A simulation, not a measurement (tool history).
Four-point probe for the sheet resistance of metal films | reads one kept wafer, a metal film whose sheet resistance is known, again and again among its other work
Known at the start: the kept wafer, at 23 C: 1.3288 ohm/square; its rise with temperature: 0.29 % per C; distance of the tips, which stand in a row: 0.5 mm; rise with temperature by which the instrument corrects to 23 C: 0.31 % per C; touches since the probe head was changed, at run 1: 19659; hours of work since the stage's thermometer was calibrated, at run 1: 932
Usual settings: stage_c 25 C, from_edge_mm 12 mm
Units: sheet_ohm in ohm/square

run	hour	stage_c	from_edge_mm	touches since the probe head was changed	hours of work since the stage's thermometer was calibrated	sheet_ohm
1	0	25	12	19659	932	1.323969
2	19.2	25	12	19974	946	1.323371
3	51.8	25	12	20511	969	1.323756
4	69.2	25	12	20796	982	1.323504
5	95	25	12	21220	1000	1.323608
6	116	25	9	21567	1015	1.324976
7	149.3	25	9	22113	1039	1.324526
# hour 152.4: stage's thermometer calibrated
8	172	25	4	22478	14	1.334039
9	199.9	30	4	22937	34	1.332757
# hour 226.8: stage's thermometer calibrated, once more
10	233.7	25	12	23485	5	1.321945
11	260.9	25	12	23931	24	1.322155
12	296.8	24	9	24522	50	1.32384
13	311.7	31	57	24767	61	1.31975
14	348.2	31	34	25366	87	1.320209
15	365.3	19	9	25648	99	1.32419
16	386.6	19	9	25998	114	1.324121
17	421.9	18	58	26578	140	1.322213
18	453.6	29	55	27100	162	1.319667
19	479	29	59	27518	181	1.319863
20	496.7	26	24	27808	193	1.320684
21	519.1	26	24	28176	209	1.320968

4 ways to go on from here, each from the tool as it stands after run 21. What would each give?
A	534.8	29	24	28434	221	?
B	534.8	18	12	28434	221	?
C	534.8	19	16	28434	221	?
D	534.8	31	6	28434	221	?

run	sheet_ohm
A	1.320325
B	1.323021
C	1.322137
D	1.324745
Without the tool's hidden state the same runs would have given:
run	sheet_ohm
A	1.328048
B	1.330753
C	1.329864
D	1.332493
